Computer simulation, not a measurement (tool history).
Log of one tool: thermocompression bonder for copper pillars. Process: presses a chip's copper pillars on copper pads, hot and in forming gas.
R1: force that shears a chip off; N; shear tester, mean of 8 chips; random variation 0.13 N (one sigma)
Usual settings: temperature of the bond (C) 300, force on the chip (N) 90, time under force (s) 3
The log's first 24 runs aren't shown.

run 25 day=6.146 | temperature_of_the_bond_(C)=300 force_on_the_chip_(N)=97 time_under_force_(s)=9 | R1=77.7
run 26 day=6.321 | temperature_of_the_bond_(C)=297 force_on_the_chip_(N)=64 time_under_force_(s)=9 | R1=59.5
run 27 day=6.542 | temperature_of_the_bond_(C)=298 force_on_the_chip_(N)=116 time_under_force_(s)=4 | R1=67
run 28 day=6.738 | temperature_of_the_bond_(C)=319 force_on_the_chip_(N)=112 time_under_force_(s)=3 | R1=73.4
run 29 day=7.104 | temperature_of_the_bond_(C)=291 force_on_the_chip_(N)=122 time_under_force_(s)=3 | R1=58.5
run 30 day=7.362 | temperature_of_the_bond_(C)=272 force_on_the_chip_(N)=115 time_under_force_(s)=9 | R1=65.6
run 31 day=7.667 | temperature_of_the_bond_(C)=272 force_on_the_chip_(N)=115 time_under_force_(s)=9 | R1=65.5
run 32 day=7.962 | temperature_of_the_bond_(C)=314 force_on_the_chip_(N)=115 time_under_force_(s)=9 | R1=91.8
run 33 day=8.167 | temperature_of_the_bond_(C)=308 force_on_the_chip_(N)=130 time_under_force_(s)=3 | R1=72.1
run 34 day=8.496 | temperature_of_the_bond_(C)=330 force_on_the_chip_(N)=60 time_under_force_(s)=2 | R1=47.7

5 ways to go on from here, each from the tool as it stands after run 34. What would each give?
run A day=8.85 | temperature_of_the_bond_(C)=272 force_on_the_chip_(N)=79 time_under_force_(s)=3 | R1=?
run B day=8.85 | temperature_of_the_bond_(C)=311 force_on_the_chip_(N)=90 time_under_force_(s)=4 | R1=?
run C day=8.85 | temperature_of_the_bond_(C)=325 force_on_the_chip_(N)=60 time_under_force_(s)=2 | R1=?
run D day=8.85 | temperature_of_the_bond_(C)=313 force_on_the_chip_(N)=59 time_under_force_(s)=7 | R1=?
run E day=8.85 | temperature_of_the_bond_(C)=330 force_on_the_chip_(N)=82 time_under_force_(s)=2 | R1=?

run=A R1=33.3
run=B R1=65.2
run=C R1=45.1
run=D R1=61.3
run=E R1=59.1
Without the tool's hidden state the same runs would have given:
run=A R1=35.5
run=B R1=70.2
run=C R1=48.4
run=D R1=65.9
run=E R1=63.6
